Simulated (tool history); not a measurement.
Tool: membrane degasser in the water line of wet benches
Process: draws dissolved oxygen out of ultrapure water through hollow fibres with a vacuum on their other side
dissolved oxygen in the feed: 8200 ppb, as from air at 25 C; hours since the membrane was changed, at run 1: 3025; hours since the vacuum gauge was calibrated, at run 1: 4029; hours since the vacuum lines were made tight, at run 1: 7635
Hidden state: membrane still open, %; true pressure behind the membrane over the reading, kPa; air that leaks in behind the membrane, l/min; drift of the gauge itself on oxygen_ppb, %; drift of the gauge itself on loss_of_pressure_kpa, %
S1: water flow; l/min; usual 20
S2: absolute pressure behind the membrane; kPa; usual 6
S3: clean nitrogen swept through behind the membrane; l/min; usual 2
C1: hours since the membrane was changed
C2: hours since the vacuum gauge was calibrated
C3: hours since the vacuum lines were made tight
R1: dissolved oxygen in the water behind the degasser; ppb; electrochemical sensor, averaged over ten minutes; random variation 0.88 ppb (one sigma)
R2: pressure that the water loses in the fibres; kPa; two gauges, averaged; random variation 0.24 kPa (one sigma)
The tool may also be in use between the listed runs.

run	hour	S1	S2	S3	C1	C2	C3	R1	R2
1	0	20	6	2	3025	4029	7635	82.7	61.62
2	69.5	20	6	2	3094	4098	7705	83.3	61.83
3	126.7	20	6	1.65	3152	4155	7762	95.4	60.52
4	167.3	20	6	2	3192	4196	7802	82.6	60.99
5	203.8	20	6	2	3229	4232	7839	82.4	60.98
6	258.8	20	6	2	3284	4287	7894	82.2	61.17
7	327.1	20	6	2	3352	4356	7962	83.2	61.41
8	393.8	20	6	2	3419	4422	8029	81.3	61.01
9	439	20	6	2	3464	4468	8074	83.4	60.85
10	503.1	20	6	2	3528	4532	8138	82.8	61.04
11	539.6	18	6	2	3565	4568	8175	73.6	55.14
12	588.4	18	6	2	3613	4617	8224	72.7	54.74
13	627.6	20	6	0.9	3652	4656	8263	149.9	60.45
14	710.8	20	6	2	3736	4739	8346	82.7	60.71
15	775.8	20	6	2	3801	4804	8411	81.3	60.78
16	826	20	6	2	3851	4855	8461	82.1	60.76
17	875.4	20	6	2	3900	4904	8511	82.3	60.83
# hour 910.6: seals of the vacuum lines changed
18	912.1	23	7.57	0.95	3935	4939	1	247.1	69.44
19	953.6	22	10.12	2	3977	4980	43	198.3	66.39
20	1021.8	22	10.12	2	4045	5048	111	194.4	66.82
21	1063.1	21	9.71	2	4086	5090	152	178.1	63.15
22	1127.7	21	4.75	3.39	4151	5154	217	43.4	63.41
23	1205.3	20	6.54	2	4228	5232	295	95	60.3
24	1282.2	26	4.13	3.45	4305	5309	372	50.2	77.91
25	1353.5	30	3.89	0.8	4376	5380	443	98.5	89.95
26	1412.5	30	3.89	0.8	4435	5439	502	98.6	89.67
27	1475.1	30	3.89	0.8	4498	5502	564	97.3	89.85
# hour 1505.1: gauge calibrated
28	1528.6	18	4.27	2	4551	5555	618	36.3	55.43
29	1593.1	29	8.37	1.07	4616	5620	682	336.2	88.97
30	1642.1	29	8.37	1.07	4665	5669	732	327.1	88.62
31	1711	29	5.66	4.39	4734	5738	800	80.2	88.39
32	1750.5	20	8.44	2	4773	5777	840	138.3	61.16
33	1785.4	30	8.3	2	4808	5812	875	215.6	91.31

Forecast each of these 3 alternatives for the next run:
A	1821.5	13	8.3	2.06	4844	5848	911	?	?
B	1821.5	18	8.3	2	4844	5848	911	?	?
C	1821.5	20	6	5.19	4844	5848	911	?	?

run	R1	R2
A	81.6	39.6
B	119.1	55.17
C	44	61.23
Without the tool's hidden state the same runs would have given:
run	R1	R2
A	81.6	39.8
B	119.1	55.44
C	43.9	61.53

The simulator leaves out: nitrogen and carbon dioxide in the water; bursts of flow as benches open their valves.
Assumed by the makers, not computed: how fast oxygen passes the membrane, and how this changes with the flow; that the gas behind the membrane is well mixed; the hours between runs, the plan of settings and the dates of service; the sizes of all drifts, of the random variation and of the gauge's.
